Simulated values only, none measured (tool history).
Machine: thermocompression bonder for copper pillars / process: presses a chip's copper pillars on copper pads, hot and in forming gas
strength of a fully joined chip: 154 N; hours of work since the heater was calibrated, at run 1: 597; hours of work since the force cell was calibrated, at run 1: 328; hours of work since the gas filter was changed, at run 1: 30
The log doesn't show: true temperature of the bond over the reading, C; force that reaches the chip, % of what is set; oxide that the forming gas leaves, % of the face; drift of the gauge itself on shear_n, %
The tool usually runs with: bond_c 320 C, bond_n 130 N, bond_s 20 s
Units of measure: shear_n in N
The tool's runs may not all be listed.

run,hour,bond_c,bond_n,bond_s,hours of work since the heater was calibrated,hours of work since the force cell was calibrated,hours of work since the gas filter was changed,shear_n
1,0,320,130,20,597,328,30,88.1
2,7.1,320,130,20,601,332,35,86.2
3,21.1,320,130,20,609,341,43,88.3
4,35.7,320,130,20,618,349,52,87.3
5,50.1,320,92,20,626,358,60,67.2
6,58.4,320,130,43,631,363,65,105.9
7,70.5,320,130,27,638,370,72,94.9
8,81.3,320,130,27,645,376,79,94
9,96.2,320,142,20,654,385,87,89.3
10,110.5,309,130,20,662,394,96,73
11,122.3,309,130,20,669,401,103,73.8
12,129.7,320,130,20,673,405,107,84.6
13,137.3,308,130,20,678,409,112,72
14,146.2,320,130,20,683,415,117,83.5
15,155.1,320,130,20,688,420,122,84.5
16,163.9,320,130,11,694,425,127,68.9
17,175.7,320,82,11,701,432,134,47.1
18,182.3,332,143,20,704,436,138,100.9
19,188.8,332,143,20,708,440,142,100
20,198.3,291,172,29,714,446,148,77.5
21,213.3,328,176,15,723,454,157,100.2
22,223.4,342,142,22,729,460,163,110.8
23,236.6,320,85,20,737,468,170,59.8
24,244.6,320,85,20,741,473,175,61.1
25,259.6,303,130,44,750,482,184,85.5
26,275.1,317,130,26,759,491,193,84.9
27,290.3,317,130,26,768,500,202,84.4
28,302.7,320,130,21,776,507,210,82.5
29,314.5,320,130,37,783,514,217,97.5
30,323.2,320,149,37,788,519,222,102.8
# hour 328: forming gas filter changed
31,334.4,320,149,37,794,526,4,111.2
32,349.2,320,149,59,803,535,13,124.8
33,361.2,303,149,59,810,542,20,106.5
34,375.2,293,130,20,818,550,28,59.5

What if the next run were any one of these 3? Each begins from the tool's condition after run 34:
A,387.8,318,130,22,826,557,35,?
B,387.8,320,130,22,826,557,35,?
C,387.8,320,186,20,826,557,35,?

run,shear_n
A,86.3
B,88.5
C,105.3
Take away the tool's hidden state, keep each run's random variation, and the runs would have read:
run,shear_n
A,92.6
B,94.8
C,111.6
